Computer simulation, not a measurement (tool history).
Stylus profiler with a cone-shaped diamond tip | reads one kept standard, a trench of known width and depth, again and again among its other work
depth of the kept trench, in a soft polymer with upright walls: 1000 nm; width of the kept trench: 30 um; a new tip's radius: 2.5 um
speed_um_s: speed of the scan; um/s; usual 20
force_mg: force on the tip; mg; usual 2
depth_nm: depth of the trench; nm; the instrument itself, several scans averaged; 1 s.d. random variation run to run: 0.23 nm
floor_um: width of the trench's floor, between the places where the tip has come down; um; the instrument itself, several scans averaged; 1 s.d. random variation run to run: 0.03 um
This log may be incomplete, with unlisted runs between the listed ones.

run,hour,speed_um_s,force_mg,depth_nm,floor_um
1,0,20,2,1014.63,22.2
2,57.3,20,2,1014.53,22.14
3,115.2,27,2,1014.16,22.12
4,156,22,2,1014.34,22.05
5,218.3,14,2,1014.2,22.03
6,275.6,14,2,1014.69,22
# hour 311.9: new tip fitted, height scale calibrated
7,321.6,14,2,1011.85,25.96
8,370.3,20,1.63,1010.22,25.82
9,401.7,20,1.63,1010.55,25.76
10,442.6,20,1.63,1010.15,25.67
11,509.7,20,1.63,1010.47,25.57
12,551.3,44,1.61,1010.57,25.45
# hour 554.8: height scale calibrated on a step standard
13,590,36,2,1012.06,25.43
14,618.7,20,1.36,1009.32,25.4
15,657.2,27,3.19,1016.84,25.36
# hour 706: height scale calibrated on a step standard, once more
16,727.6,9,3.19,1015.47,25.31
17,777.4,8,5.01,1021.2,25.23
18,828.2,18,1.58,1009.1,25.1
19,891.2,18,4.69,1020.06,25.02

Predict each of these 4 candidate next runs independently; none follows another, all start after run 19:
A,929.4,33,4.42,?,?
B,929.4,8,2.99,?,?
C,929.4,36,4.69,?,?
D,929.4,18,4.8,?,?

run,depth_nm,floor_um
A,1018.89,24.93
B,1015.08,24.96
C,1020.09,24.9
D,1020.61,24.95
What these runs would have given with no unlogged condition in the tool:
run,depth_nm,floor_um
A,1019.68,25.94
B,1015.86,25.96
C,1020.88,25.9
D,1021.4,25.96
